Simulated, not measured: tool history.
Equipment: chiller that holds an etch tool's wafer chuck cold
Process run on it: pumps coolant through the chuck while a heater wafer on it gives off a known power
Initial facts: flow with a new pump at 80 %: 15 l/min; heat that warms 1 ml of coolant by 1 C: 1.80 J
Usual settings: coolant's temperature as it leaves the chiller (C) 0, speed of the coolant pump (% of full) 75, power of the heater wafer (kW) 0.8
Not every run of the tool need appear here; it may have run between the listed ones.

run,hour,coolant's temperature as it leaves the chiller (C),speed of the coolant pump (% of full),power of the heater wafer (kW),chuck's temperature once it has settled (C),how much warmer the coolant comes back (C)
1,0,0,75,0.8,7.7,1.92
2,55.4,0,75,0.413,4,1.01
3,125.1,0,75,0.413,4,0.98
4,169.6,0,75,0.413,4,1
5,204.9,0,75,0.413,3.8,1
6,240.1,0,92,0.8,6.4,1.56
7,270.3,0,75,0.8,7.7,1.94
8,338.5,0,75,0.8,7.8,1.9
9,409.5,0,75,0.8,7.8,1.87
10,482.3,0,75,0.8,7.6,1.92
11,543.6,0,80,0.8,7.2,1.76
# hour 560.5: coolant changed, channels flushed
12,614.9,0,95,0.8,6.2,1.49
13,667.8,0,75,0.613,5.9,1.49
14,732.3,-7,75,0.613,-1.1,1.48
15,789.8,-7,75,0.613,-1.1,1.49
16,851.1,0,75,0.765,7.2,1.82
17,914,2,75,0.645,8.1,1.55
18,983.8,-5,85,0.8,1.9,1.67
19,1035.5,-4,67,0.8,4.6,2.17
20,1089.2,-4,67,0.8,4.6,2.17
21,1160.2,6,69,0.672,13.1,1.74
22,1209,-5,69,0.637,1.6,1.66
23,1258.9,-7,69,0.881,2,2.31
24,1296.7,-7,69,0.881,2.2,2.35
25,1362.1,-7,69,0.881,2.1,2.33
26,1424.5,-9,65,0.8,-0.2,2.25
27,1468.4,-7,75,0.874,1.2,2.08
28,1514.8,6,75,0.735,13.2,1.75
29,1580.6,4,75,0.429,8.1,1.05
30,1628,10,68,1.09,21.5,2.89
31,1658.9,1,79,0.822,8.6,1.88
32,1718.6,0,89,0.8,6.5,1.55

Each row is a separate what-if for the run after 32, all from the same tool condition, not one after another. Results?
A,1785.4,1,75,0.8,?,?
B,1785.4,-4,63,1.002,?,?
C,1785.4,0,75,0.895,?,?
D,1785.4,1,76,1.179,?,?

run,chuck's temperature once it has settled (C),how much warmer the coolant comes back (C)
A,8.9,1.89
B,7.4,2.94
C,8.7,2.1
D,12.2,2.79
Without the tool's unlogged condition, the same runs would have read:
run,chuck's temperature once it has settled (C),how much warmer the coolant comes back (C)
A,8.9,1.89
B,7.4,2.93
C,8.7,2.09
D,12.1,2.78
